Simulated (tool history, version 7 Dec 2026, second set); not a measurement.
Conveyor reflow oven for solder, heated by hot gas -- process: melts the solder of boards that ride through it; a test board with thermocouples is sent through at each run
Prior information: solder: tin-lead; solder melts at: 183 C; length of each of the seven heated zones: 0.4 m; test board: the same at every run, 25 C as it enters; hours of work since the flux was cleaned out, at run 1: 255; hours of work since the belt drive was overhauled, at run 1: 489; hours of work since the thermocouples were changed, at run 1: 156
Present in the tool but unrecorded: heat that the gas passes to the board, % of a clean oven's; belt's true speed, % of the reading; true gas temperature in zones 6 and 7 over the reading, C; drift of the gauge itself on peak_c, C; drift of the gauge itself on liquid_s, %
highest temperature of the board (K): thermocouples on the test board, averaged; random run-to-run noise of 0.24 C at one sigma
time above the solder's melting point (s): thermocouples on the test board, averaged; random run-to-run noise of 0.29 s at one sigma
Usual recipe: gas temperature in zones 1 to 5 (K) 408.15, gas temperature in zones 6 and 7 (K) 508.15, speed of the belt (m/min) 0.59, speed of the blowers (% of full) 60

run     day  gas temperature in zones 1 to 5 (K)  gas temperature in zones 6 and 7 (K)  speed of the belt (m/min)  speed of the blowers (% of full)  hours of work since the flux was cleaned out  hours of work since the belt drive was overhauled  hours of work since the thermocouples were changed  highest temperature of the board (K)  time above the solder's melting point (s)
  1       0                               408.15                                508.15                       0.59                                60                                           255                                                489                                                 156                                484.45                                       53.1
  2   1.038                               399.15                                508.15                       0.59                                60                                           273                                                506                                                 173                                482.65                                       47.8
  3   2.046                               399.15                                508.15                       0.59                                60                                           289                                                523                                                 190                                482.55                                       47.6
  4   2.679                               408.15                                508.15                       0.59                                60                                           300                                                533                                                 200                                484.45                                       52.6
  5   3.292                               406.15                                508.15                       0.59                                60                                           310                                                543                                                 211                                484.25                                       51.6
  6   3.742                               406.15                                508.15                       0.59                                60                                           317                                                551                                                 218                                484.35                                       51.8
  7   4.654                               408.15                                500.15                       0.59                                60                                           333                                                566                                                 233                                477.95                                       45.6
  8   5.208                               401.15                                500.15                       0.59                                60                                           342                                                575                                                 242                                476.35                                       40.8
      5.646  -- flux residue cleaned out of gas plates and filters
  9   6.508                               408.15                                508.15                       0.59                                60                                            14                                                593                                                 261                                484.85                                       53.1
 10   7.412                               408.15                                508.15                      0.496                                60                                            29                                                608                                                 276                                490.95                                       72.4
 11   8.408                               408.15                                508.15                       0.59                                60                                            46                                                625                                                 292                                484.95                                       53.4
 12   9.188                               408.15                                500.15                       0.59                                60                                            59                                                637                                                 305                                477.85                                       45.7
 13    9.85                               408.15                                500.15                       0.59                                60                                            70                                                649                                                 316                                477.95                                         46
 14  10.542                               408.15                                500.15                       0.59                                60                                            81                                                660                                                 327                                478.15                                       46.1
 15  11.571                               395.15                                501.15                       0.59                                60                                            98                                                677                                                 345                                476.15                                       38.2
 16  12.042                               395.15                                501.15                       0.59                                60                                           106                                                685                                                 352                                476.05                                       38.4
 17  13.071                               411.15                                508.15                       0.59                                60                                           123                                                702                                                 369                                485.35                                         55
 18  13.517                               405.15                                517.15                      0.648                                67                                           131                                                709                                                 377                                489.25                                       51.5
 19  14.292                               421.15                                509.15                      0.685                                66                                           143                                                722                                                 390                                485.15                                         49
 20  14.996                               396.15                                498.15                      0.518                                56                                           155                                                734                                                 401                                477.35                                         48
 21  15.829                               408.15                                508.15                       0.59                                53                                           169                                                748                                                 415                                481.95                                       50.4
 22  16.929                               408.15                                508.15                       0.55                                53                                           187                                                766                                                 433                                484.95                                       57.2
 23  17.946                               401.15                                508.15                      0.668                                53                                           204                                                783                                                 450                                475.15                                       32.9

Forecast each of these 4 alternatives for the next run:
  A  18.762                               421.15                                508.15                       0.59                                60                                           217                                                796                                                 464                                     ?                                          ?
  B  18.762                               401.15                                508.15                       0.54                                63                                           217                                                796                                                 464                                     ?                                          ?
  C  18.762                               408.15                                499.15                      0.537                                81                                           217                                                796                                                 464                                     ?                                          ?
  D  18.762                               408.15                                519.15                      0.495                                56                                           217                                                796                                                 464                                     ?                                          ?

run  highest temperature of the board (K)  time above the solder's melting point (s)
  A                                487.15                                       61.4
  B                                487.15                                       58.9
  C                                485.05                                       61.1
  D                                499.25                                       78.9
Without the tool's unlogged condition, the same runs would have read:
run  highest temperature of the board (K)  time above the solder's melting point (s)
  A                                487.05                                       61.1
  B                                487.05                                       58.7
  C                                484.85                                       60.9
  D                                499.05                                       78.6
